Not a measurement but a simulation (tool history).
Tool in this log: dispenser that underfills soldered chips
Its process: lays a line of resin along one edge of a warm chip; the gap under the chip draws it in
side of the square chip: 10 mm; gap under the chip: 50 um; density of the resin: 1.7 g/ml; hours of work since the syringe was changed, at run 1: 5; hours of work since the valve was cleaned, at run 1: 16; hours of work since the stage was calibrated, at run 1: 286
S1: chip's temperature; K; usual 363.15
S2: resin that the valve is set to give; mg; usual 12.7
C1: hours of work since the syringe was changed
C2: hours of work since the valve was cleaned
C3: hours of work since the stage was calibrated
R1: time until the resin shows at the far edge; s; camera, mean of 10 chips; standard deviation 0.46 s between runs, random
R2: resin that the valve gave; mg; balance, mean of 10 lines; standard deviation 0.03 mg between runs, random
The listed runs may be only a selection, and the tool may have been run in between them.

{"run": 1, "day": 0.0, "S1": 363.15, "S2": 12.7, "C1": 5, "C2": 16, "C3": 286, "R1": 49.9, "R2": 12.54}
{"day": 0.221, "done": "new syringe of resin"}
{"run": 2, "day": 0.279, "S1": 363.15, "S2": 12.7, "C1": 1, "C2": 21, "C3": 291, "R1": 39.6, "R2": 12.51}
{"run": 3, "day": 0.671, "S1": 367.15, "S2": 12.7, "C1": 8, "C2": 29, "C3": 298, "R1": 54.1, "R2": 12.44}
{"day": 0.733, "done": "new syringe of resin"}
{"run": 4, "day": 1.071, "S1": 367.15, "S2": 12.7, "C1": 6, "C2": 36, "C3": 305, "R1": 47.3, "R2": 12.42}
{"day": 1.25, "done": "new syringe of resin"}
{"run": 5, "day": 1.596, "S1": 367.15, "S2": 12.7, "C1": 6, "C2": 46, "C3": 315, "R1": 46, "R2": 12.3}
{"day": 1.733, "done": "new syringe of resin"}
{"run": 6, "day": 1.862, "S1": 373.15, "S2": 16.1, "C1": 2, "C2": 51, "C3": 320, "R1": 30.6, "R2": 15.55}
{"day": 2.225, "done": "new syringe of resin"}
{"run": 7, "day": 2.333, "S1": 373.15, "S2": 11.7, "C1": 2, "C2": 59, "C3": 328, "R1": 31.2, "R2": 11.24}
{"day": 2.742, "done": "new syringe of resin"}
{"run": 8, "day": 2.742, "S1": 354.15, "S2": 15.5, "C1": 0, "C2": 67, "C3": 336, "R1": 47.4, "R2": 14.78}
{"day": 2.917, "done": "dispensing valve cleaned and set on the balance"}
{"run": 9, "day": 3.225, "S1": 354.15, "S2": 15.5, "C1": 8, "C2": 6, "C3": 344, "R1": 78.4, "R2": 15.5}
{"day": 3.275, "done": "new syringe of resin"}
{"day": 3.767, "done": "new syringe of resin"}
{"run": 10, "day": 3.817, "S1": 354.15, "S2": 15.5, "C1": 1, "C2": 16, "C3": 355, "R1": 50.4, "R2": 15.38}

Predict each of these 3 candidate next runs independently; none follows another, all start after run 10:
{"day": 4.258, "done": "new syringe of resin"}
{"run": "A", "day": 4.288, "S1": 372.15, "S2": 11.1, "C1": 1, "C2": 25, "C3": 363, "R1": "?", "R2": "?"}
{"day": 4.258, "done": "new syringe of resin"}
{"run": "B", "day": 4.288, "S1": 364.15, "S2": 14, "C1": 1, "C2": 25, "C3": 363, "R1": "?", "R2": "?"}
{"day": 4.258, "done": "new syringe of resin"}
{"run": "C", "day": 4.288, "S1": 354.15, "S2": 15.3, "C1": 1, "C2": 25, "C3": 363, "R1": "?", "R2": "?"}

run=A R1=29.4 R2=10.91
run=B R1=36.2 R2=13.78
run=C R1=47.4 R2=15.02
With no hidden state in the tool, these same runs would have given:
run=A R1=27.2 R2=11.1
run=B R1=33.6 R2=14.02
run=C R1=43.8 R2=15.28
